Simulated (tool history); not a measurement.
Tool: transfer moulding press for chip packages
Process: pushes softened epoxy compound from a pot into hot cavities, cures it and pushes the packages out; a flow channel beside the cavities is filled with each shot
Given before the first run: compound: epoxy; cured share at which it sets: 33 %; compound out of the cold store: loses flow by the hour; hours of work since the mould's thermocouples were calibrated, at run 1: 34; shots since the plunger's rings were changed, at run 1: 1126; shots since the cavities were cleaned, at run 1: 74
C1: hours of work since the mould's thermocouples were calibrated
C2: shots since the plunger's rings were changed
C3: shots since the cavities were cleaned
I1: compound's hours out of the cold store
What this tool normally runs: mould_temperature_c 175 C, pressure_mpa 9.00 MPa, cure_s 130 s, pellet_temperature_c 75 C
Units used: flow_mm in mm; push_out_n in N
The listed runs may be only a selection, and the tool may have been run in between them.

run 1 day=0.000 | mould_temperature_c=175 pressure_mpa=9.00 cure_s=130 pellet_temperature_c=75 | C1=34 C2=1126 C3=74 | I1=26.8 | flow_mm=637 push_out_n=455
run 2 day=0.200 | mould_temperature_c=175 pressure_mpa=9.00 cure_s=130 pellet_temperature_c=75 | C1=37 C2=1162 C3=110 | I1=9.8 | flow_mm=653 push_out_n=457
run 3 day=0.454 | mould_temperature_c=175 pressure_mpa=9.00 cure_s=130 pellet_temperature_c=75 | C1=40 C2=1208 C3=156 | I1=23.8 | flow_mm=642 push_out_n=483
run 4 day=0.725 | mould_temperature_c=175 pressure_mpa=9.00 cure_s=134 pellet_temperature_c=75 | C1=43 C2=1257 C3=205 | I1=9.6 | flow_mm=661 push_out_n=499
run 5 day=0.962 | mould_temperature_c=175 pressure_mpa=8.93 cure_s=130 pellet_temperature_c=75 | C1=46 C2=1299 C3=247 | I1=42.2 | flow_mm=615 push_out_n=514
run 6 day=1.142 | mould_temperature_c=175 pressure_mpa=10.14 cure_s=130 pellet_temperature_c=75 | C1=48 C2=1331 C3=279 | I1=30.3 | flow_mm=668 push_out_n=499
run 7 day=1.412 | mould_temperature_c=175 pressure_mpa=10.14 cure_s=130 pellet_temperature_c=75 | C1=52 C2=1380 C3=328 | I1=39.9 | flow_mm=648 push_out_n=538
run 8 day=1.638 | mould_temperature_c=175 pressure_mpa=10.14 cure_s=130 pellet_temperature_c=75 | C1=54 C2=1420 C3=368 | I1=29.0 | flow_mm=666 push_out_n=555
run 9 day=2.033 | mould_temperature_c=175 pressure_mpa=10.14 cure_s=130 pellet_temperature_c=75 | C1=59 C2=1492 C3=440 | I1=20.6 | flow_mm=677 push_out_n=597
run 10 day=2.300 | mould_temperature_c=175 pressure_mpa=10.14 cure_s=130 pellet_temperature_c=75 | C1=63 C2=1540 C3=488 | I1=27.4 | flow_mm=664 push_out_n=561
run 11 day=2.517 | mould_temperature_c=175 pressure_mpa=7.61 cure_s=130 pellet_temperature_c=75 | C1=65 C2=1579 C3=527 | I1=20.5 | flow_mm=587 push_out_n=586
run 12 day=2.800 | mould_temperature_c=175 pressure_mpa=7.61 cure_s=130 pellet_temperature_c=75 | C1=69 C2=1629 C3=577 | I1=37.7 | flow_mm=565 push_out_n=619
run 13 day=2.979 | mould_temperature_c=173 pressure_mpa=7.61 cure_s=130 pellet_temperature_c=75 | C1=71 C2=1661 C3=609 | I1=33.0 | flow_mm=575 push_out_n=652
run 14 day=3.283 | mould_temperature_c=175 pressure_mpa=9.00 cure_s=130 pellet_temperature_c=75 | C1=75 C2=1716 C3=664 | I1=15.7 | flow_mm=644 push_out_n=615
run 15 day=3.575 | mould_temperature_c=167 pressure_mpa=7.83 cure_s=139 pellet_temperature_c=75 | C1=78 C2=1769 C3=717 | I1=27.0 | flow_mm=612 push_out_n=803
run 16 day=3.892 | mould_temperature_c=167 pressure_mpa=7.83 cure_s=139 pellet_temperature_c=75 | C1=82 C2=1826 C3=774 | I1=8.1 | flow_mm=640 push_out_n=849
run 17 day=4.225 | mould_temperature_c=167 pressure_mpa=7.83 cure_s=139 pellet_temperature_c=75 | C1=86 C2=1885 C3=833 | I1=40.7 | flow_mm=594 push_out_n=858

Predict the results of run 18:
run 18 day=4.446 | mould_temperature_c=167 pressure_mpa=7.83 cure_s=139 pellet_temperature_c=75 | C1=89 C2=1925 C3=873 | I1=8.9 | flow_mm=? push_out_n=?

{"run 18": {"flow_mm": 635, "push_out_n": 904}}
If the tool had no hidden condition, the same run with the same run-to-run variation would have returned flow_mm 656 mm, push_out_n 582 N.

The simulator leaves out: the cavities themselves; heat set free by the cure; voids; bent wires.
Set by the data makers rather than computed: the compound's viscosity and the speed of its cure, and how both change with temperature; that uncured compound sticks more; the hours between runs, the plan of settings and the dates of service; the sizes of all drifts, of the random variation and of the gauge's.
